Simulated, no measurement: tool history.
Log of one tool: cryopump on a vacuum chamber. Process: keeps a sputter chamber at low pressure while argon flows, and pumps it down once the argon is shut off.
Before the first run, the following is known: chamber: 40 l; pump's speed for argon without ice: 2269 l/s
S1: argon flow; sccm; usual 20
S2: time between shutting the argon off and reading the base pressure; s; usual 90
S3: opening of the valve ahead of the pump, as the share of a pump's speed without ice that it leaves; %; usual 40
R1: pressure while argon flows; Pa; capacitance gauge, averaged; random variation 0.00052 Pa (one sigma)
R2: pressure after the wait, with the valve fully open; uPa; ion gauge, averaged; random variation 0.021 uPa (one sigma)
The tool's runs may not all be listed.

run 1 hour=0 | S1=20 S2=90 S3=40 | R1=0.0388 R2=0.64
run 2 hour=31.3 | S1=20 S2=90 S3=40 | R1=0.0389 R2=0.73
run 3 hour=69.9 | S1=20 S2=90 S3=40 | R1=0.039 R2=0.64
run 4 hour=104.4 | S1=20 S2=99 S3=40 | R1=0.0386 R2=0.66
run 5 hour=133.5 | S1=20 S2=99 S3=40 | R1=0.0377 R2=0.68
run 6 hour=176.4 | S1=20 S2=99 S3=40 | R1=0.0389 R2=0.66
run 7 hour=207.9 | S1=20 S2=99 S3=40 | R1=0.0388 R2=0.66
run 8 hour=230.9 | S1=20 S2=99 S3=40 | R1=0.039 R2=0.69
run 9 hour=270.3 | S1=20 S2=99 S3=40 | R1=0.0391 R2=0.68
run 10 hour=324.2 | S1=20 S2=99 S3=28 | R1=0.0557 R2=0.72
run 11 hour=376.5 | S1=31 S2=90 S3=40 | R1=0.0602 R2=0.73
run 12 hour=431 | S1=20 S2=25 S3=40 | R1=0.0378 R2=1.4
run 13 hour=469.5 | S1=20 S2=25 S3=40 | R1=0.0389 R2=1.4
run 14 hour=524.1 | S1=33 S2=163 S3=37 | R1=0.0699 R2=0.66
run 15 hour=562.1 | S1=16 S2=64 S3=28 | R1=0.0447 R2=0.88
run 16 hour=608.4 | S1=20 S2=32 S3=40 | R1=0.0396 R2=1.27
run 17 hour=647.6 | S1=20 S2=60 S3=40 | R1=0.0406 R2=0.91
run 18 hour=691.7 | S1=20 S2=60 S3=40 | R1=0.0399 R2=0.89
run 19 hour=743 | S1=20 S2=60 S3=40 | R1=0.0394 R2=0.94
run 20 hour=783.5 | S1=27 S2=115 S3=40 | R1=0.0545 R2=0.77
run 21 hour=816.3 | S1=22 S2=115 S3=21 | R1=0.0816 R2=0.75
run 22 hour=870.6 | S1=22 S2=115 S3=21 | R1=0.0808 R2=0.76
run 23 hour=901.9 | S1=32 S2=115 S3=21 | R1=0.1188 R2=0.77
-- hour=930 leaking fittings of the chamber tightened, without venting
run 24 hour=932.1 | S1=15 S2=55 S3=41 | R1=0.0299 R2=0.61
run 25 hour=957 | S1=34 S2=34 S3=17 | R1=0.1559 R2=0.89
run 26 hour=981.5 | S1=34 S2=34 S3=17 | R1=0.1545 R2=0.92

Here are 3 independent what-if runs from the current tool condition. What would each one return?
run A hour=1013.7 | S1=11 S2=90 S3=40 | R1=? R2=?
run B hour=1013.7 | S1=12 S2=139 S3=17 | R1=? R2=?
run C hour=1013.7 | S1=13 S2=103 S3=28 | R1=? R2=?

run=A R1=0.0223 R2=0.46
run=B R1=0.055 R2=0.36
run=C R1=0.0379 R2=0.43
Stripped of hidden state, with their random variation kept, the same runs would have yielded:
run=A R1=0.0204 R2=0.39
run=B R1=0.0529 R2=0.29
run=C R1=0.0355 R2=0.35
